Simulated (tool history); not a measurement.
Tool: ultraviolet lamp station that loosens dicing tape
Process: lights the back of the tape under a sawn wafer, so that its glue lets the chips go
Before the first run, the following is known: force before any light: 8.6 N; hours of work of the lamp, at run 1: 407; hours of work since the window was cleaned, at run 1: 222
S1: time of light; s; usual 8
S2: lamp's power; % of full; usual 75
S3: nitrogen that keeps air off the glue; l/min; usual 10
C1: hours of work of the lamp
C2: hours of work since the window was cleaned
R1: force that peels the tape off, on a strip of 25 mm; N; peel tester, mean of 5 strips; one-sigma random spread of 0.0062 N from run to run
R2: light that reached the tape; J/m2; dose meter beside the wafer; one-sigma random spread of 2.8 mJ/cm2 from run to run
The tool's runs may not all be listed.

Run 1, day 0.000: usual settings; C1 407; C2 222. Result: R1 0.279 N, R2 3320 J/m2.
Run 2, day 2.154: usual settings but S2 97 % of full; C1 439; C2 255. Result: R1 0.146 N, R2 4130 J/m2.
Run 3, day 3.717: usual settings but S2 97 % of full; C1 463; C2 279. Result: R1 0.144 N, R2 4030 J/m2.
At day 4.288: window cleaned of glue's vapour.
Run 4, day 6.283: usual settings but S3 7 l/min; C1 501; C2 30. Result: R1 0.465 N, R2 3010 J/m2.
Run 5, day 7.325: usual settings but S3 7 l/min; C1 517; C2 46. Result: R1 0.472 N, R2 2990 J/m2.
Run 6, day 9.721: usual settings but S3 7 l/min; C1 553; C2 82. Result: R1 0.495 N, R2 2890 J/m2.
Run 7, day 11.879: usual settings; C1 586; C2 115. Result: R1 0.425 N, R2 2900 J/m2.
Run 8, day 13.871: usual settings but S1 5 s; C1 616; C2 145. Result: R1 1.278 N, R2 1790 J/m2.
At day 14.962: window cleaned of glue's vapour, once more.
Run 9, day 16.304: usual settings but S1 5 s, S3 20 l/min; C1 652; C2 20. Result: R1 0.701 N, R2 2070 J/m2.
Run 10, day 18.529: usual settings but S1 5 s, S3 20 l/min; C1 686; C2 54. Result: R1 0.717 N, R2 1980 J/m2.
Run 11, day 20.983: usual settings but S1 15 s, S2 72 % of full, S3 14 l/min; C1 723; C2 91. Result: R1 0.074 N, R2 5620 J/m2.
Run 12, day 23.412: usual settings but S1 9 s, S2 87 % of full, S3 8 l/min; C1 760; C2 128. Result: R1 0.197 N, R2 3960 J/m2.
Run 13, day 25.342: usual settings but S1 9 s, S2 87 % of full, S3 8 l/min; C1 789; C2 157. Result: R1 0.212 N, R2 3890 J/m2.

Forecast each of these 4 alternatives for the next run:
Run A, day 27.433: usual settings but S1 13 s, S2 61 % of full, S3 16 l/min; C1 821; C2 188. Result: R1 ?, R2 ?.
Run B, day 27.433: usual settings but S1 9 s, S2 87 % of full; C1 821; C2 188. Result: R1 ?, R2 ?.
Run C, day 27.433: usual settings but S1 7 s, S2 90 % of full, S3 5 l/min; C1 821; C2 188. Result: R1 ?, R2 ?.
Run D, day 27.433: usual settings but S1 9 s, S2 87 % of full, S3 19 l/min; C1 821; C2 188. Result: R1 ?, R2 ?.

run     R1    R2
  A  0.131  3870
  B  0.187  3840
  C  0.587  3070
  D  0.122  3780
Without the tool's unlogged condition, the same runs would have read:
run     R1    R2
  A  0.076  5070
  B  0.097  5020
  C  0.282  4020
  D  0.071  4950
